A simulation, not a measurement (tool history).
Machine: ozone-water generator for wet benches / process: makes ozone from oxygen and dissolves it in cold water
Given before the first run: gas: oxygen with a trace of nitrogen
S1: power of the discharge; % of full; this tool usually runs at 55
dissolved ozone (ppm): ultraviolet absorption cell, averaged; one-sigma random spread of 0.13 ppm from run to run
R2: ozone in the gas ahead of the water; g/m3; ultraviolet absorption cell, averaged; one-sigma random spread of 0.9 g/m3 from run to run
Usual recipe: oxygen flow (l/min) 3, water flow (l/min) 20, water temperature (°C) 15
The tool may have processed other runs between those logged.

{"run": 1, "hour": 0.0, "S1": 55, "oxygen flow (l/min)": 3, "water flow (l/min)": 20, "water temperature (°C)": 15, "dissolved ozone (ppm)": 12.5, "R2": 147.8}
{"run": 2, "hour": 79.1, "S1": 55, "oxygen flow (l/min)": 3, "water flow (l/min)": 20, "water temperature (°C)": 15, "dissolved ozone (ppm)": 12.5, "R2": 146.9}
{"run": 3, "hour": 158.5, "S1": 55, "oxygen flow (l/min)": 1.55, "water flow (l/min)": 20, "water temperature (°C)": 15, "dissolved ozone (ppm)": 10.1, "R2": 197.1}
{"run": 4, "hour": 294.2, "S1": 55, "oxygen flow (l/min)": 1.55, "water flow (l/min)": 20, "water temperature (°C)": 15, "dissolved ozone (ppm)": 10, "R2": 195.8}
{"run": 5, "hour": 387.5, "S1": 55, "oxygen flow (l/min)": 1.55, "water flow (l/min)": 20, "water temperature (°C)": 15, "dissolved ozone (ppm)": 9.8, "R2": 195.6}
{"run": 6, "hour": 455.0, "S1": 55, "oxygen flow (l/min)": 1.57, "water flow (l/min)": 20, "water temperature (°C)": 15, "dissolved ozone (ppm)": 10, "R2": 194.4}
{"run": 7, "hour": 554.8, "S1": 55, "oxygen flow (l/min)": 1.57, "water flow (l/min)": 20, "water temperature (°C)": 15, "dissolved ozone (ppm)": 10, "R2": 195.7}
{"run": 8, "hour": 690.9, "S1": 55, "oxygen flow (l/min)": 3, "water flow (l/min)": 20, "water temperature (°C)": 15, "dissolved ozone (ppm)": 12.3, "R2": 145.9}
{"run": 9, "hour": 793.6, "S1": 55, "oxygen flow (l/min)": 3, "water flow (l/min)": 20, "water temperature (°C)": 15, "dissolved ozone (ppm)": 12.6, "R2": 148.5}
{"run": 10, "hour": 873.1, "S1": 55, "oxygen flow (l/min)": 3, "water flow (l/min)": 20, "water temperature (°C)": 15, "dissolved ozone (ppm)": 12.6, "R2": 148.7}
{"run": 11, "hour": 968.1, "S1": 55, "oxygen flow (l/min)": 3, "water flow (l/min)": 20, "water temperature (°C)": 15, "dissolved ozone (ppm)": 12.2, "R2": 147.5}
{"run": 12, "hour": 1046.2, "S1": 55, "oxygen flow (l/min)": 3, "water flow (l/min)": 20, "water temperature (°C)": 15, "dissolved ozone (ppm)": 12.3, "R2": 145}
{"hour": 1061.5, "done": "water thermometer calibrated"}
{"run": 13, "hour": 1181.0, "S1": 55, "oxygen flow (l/min)": 3, "water flow (l/min)": 20, "water temperature (°C)": 15, "dissolved ozone (ppm)": 12.5, "R2": 145.6}
{"run": 14, "hour": 1246.4, "S1": 55, "oxygen flow (l/min)": 3, "water flow (l/min)": 20, "water temperature (°C)": 12, "dissolved ozone (ppm)": 12.8, "R2": 146}
{"run": 15, "hour": 1342.4, "S1": 55, "oxygen flow (l/min)": 3, "water flow (l/min)": 20, "water temperature (°C)": 15, "dissolved ozone (ppm)": 12.2, "R2": 145.7}
{"run": 16, "hour": 1468.5, "S1": 55, "oxygen flow (l/min)": 3, "water flow (l/min)": 20, "water temperature (°C)": 15, "dissolved ozone (ppm)": 12.1, "R2": 146.2}
{"hour": 1494.0, "done": "contactor cleaned"}
{"run": 17, "hour": 1579.5, "S1": 55, "oxygen flow (l/min)": 3.81, "water flow (l/min)": 20, "water temperature (°C)": 15, "dissolved ozone (ppm)": 13.7, "R2": 131.5}
{"run": 18, "hour": 1687.9, "S1": 55, "oxygen flow (l/min)": 3.81, "water flow (l/min)": 20, "water temperature (°C)": 15, "dissolved ozone (ppm)": 13.6, "R2": 130.7}
{"run": 19, "hour": 1820.2, "S1": 84, "oxygen flow (l/min)": 1.89, "water flow (l/min)": 20, "water temperature (°C)": 15, "dissolved ozone (ppm)": 15.5, "R2": 247.9}
{"run": 20, "hour": 1906.6, "S1": 100, "oxygen flow (l/min)": 5.16, "water flow (l/min)": 16, "water temperature (°C)": 15, "dissolved ozone (ppm)": 27.1, "R2": 184.3}
{"run": 21, "hour": 2002.0, "S1": 100, "oxygen flow (l/min)": 5.16, "water flow (l/min)": 20, "water temperature (°C)": 16, "dissolved ozone (ppm)": 22.8, "R2": 181.7}
{"run": 22, "hour": 2090.5, "S1": 55, "oxygen flow (l/min)": 3.41, "water flow (l/min)": 15, "water temperature (°C)": 14, "dissolved ozone (ppm)": 16.9, "R2": 136.5}
{"run": 23, "hour": 2156.0, "S1": 55, "oxygen flow (l/min)": 2.32, "water flow (l/min)": 20, "water temperature (°C)": 15, "dissolved ozone (ppm)": 11.7, "R2": 163.3}
{"run": 24, "hour": 2244.4, "S1": 55, "oxygen flow (l/min)": 2.32, "water flow (l/min)": 20, "water temperature (°C)": 15, "dissolved ozone (ppm)": 11.8, "R2": 161.1}
{"run": 25, "hour": 2377.5, "S1": 89, "oxygen flow (l/min)": 4.51, "water flow (l/min)": 20, "water temperature (°C)": 10, "dissolved ozone (ppm)": 21.8, "R2": 176.1}
{"run": 26, "hour": 2502.4, "S1": 89, "oxygen flow (l/min)": 3.36, "water flow (l/min)": 20, "water temperature (°C)": 10, "dissolved ozone (ppm)": 20, "R2": 202.5}
{"run": 27, "hour": 2571.7, "S1": 89, "oxygen flow (l/min)": 3.36, "water flow (l/min)": 20, "water temperature (°C)": 10, "dissolved ozone (ppm)": 20, "R2": 201.8}
{"run": 28, "hour": 2696.0, "S1": 52, "oxygen flow (l/min)": 1.73, "water flow (l/min)": 20, "water temperature (°C)": 10, "dissolved ozone (ppm)": 10.4, "R2": 175.8}
{"run": 29, "hour": 2804.1, "S1": 43, "oxygen flow (l/min)": 2.46, "water flow (l/min)": 28, "water temperature (°C)": 19, "dissolved ozone (ppm)": 6.9, "R2": 130}
{"run": 30, "hour": 2924.3, "S1": 55, "oxygen flow (l/min)": 3, "water flow (l/min)": 12, "water temperature (°C)": 14, "dissolved ozone (ppm)": 19.3, "R2": 146.1}
{"run": 31, "hour": 3015.1, "S1": 63, "oxygen flow (l/min)": 3, "water flow (l/min)": 14, "water temperature (°C)": 11, "dissolved ozone (ppm)": 19.6, "R2": 162.9}
{"run": 32, "hour": 3119.1, "S1": 55, "oxygen flow (l/min)": 3.06, "water flow (l/min)": 20, "water temperature (°C)": 7, "dissolved ozone (ppm)": 13.5, "R2": 144.1}

Some steps in dissolved ozone (ppm) between neighbouring runs. How much of each would the tool show without its hidden state too (settings, what came in, random variation), and how much is left for the hidden state, with any gauge scatter that isn't in both results?
Hidden conditions of the tool in this case: yield of the discharge, % of new electrodes'; contactor's efficiency, % of a clean one's; true water temperature over the reading, C; drift of the gauge itself on ozone_ppm, %; drift of the gauge itself on gas_g_m3, %.
Run 16 -> 17: oxygen flow (l/min) 3 -> 3.81, contactor cleaned. dissolved ozone (ppm) +1.6: hidden state +0.7, all else +0.9.
Run 19 -> 20: S1 84 -> 100, oxygen flow (l/min) 1.89 -> 5.16, water flow (l/min) 20 -> 16. dissolved ozone (ppm) +11.6: hidden state -0.6, all else +12.2.
Run 21 -> 22: S1 100 -> 55, oxygen flow (l/min) 5.16 -> 3.41, water flow (l/min) 20 -> 15, water temperature (°C) 16 -> 14. dissolved ozone (ppm) -5.9: hidden state +0.7, all else -6.6.
Run 24 -> 25: S1 55 -> 89, oxygen flow (l/min) 2.32 -> 4.51, water temperature (°C) 15 -> 10. dissolved ozone (ppm) +10: hidden state -0.8, all else +10.8.
Run 29 -> 30: S1 43 -> 55, oxygen flow (l/min) 2.46 -> 3, water flow (l/min) 28 -> 12, water temperature (°C) 19 -> 14. dissolved ozone (ppm) +12.4: hidden state -0.5, all else +12.9.
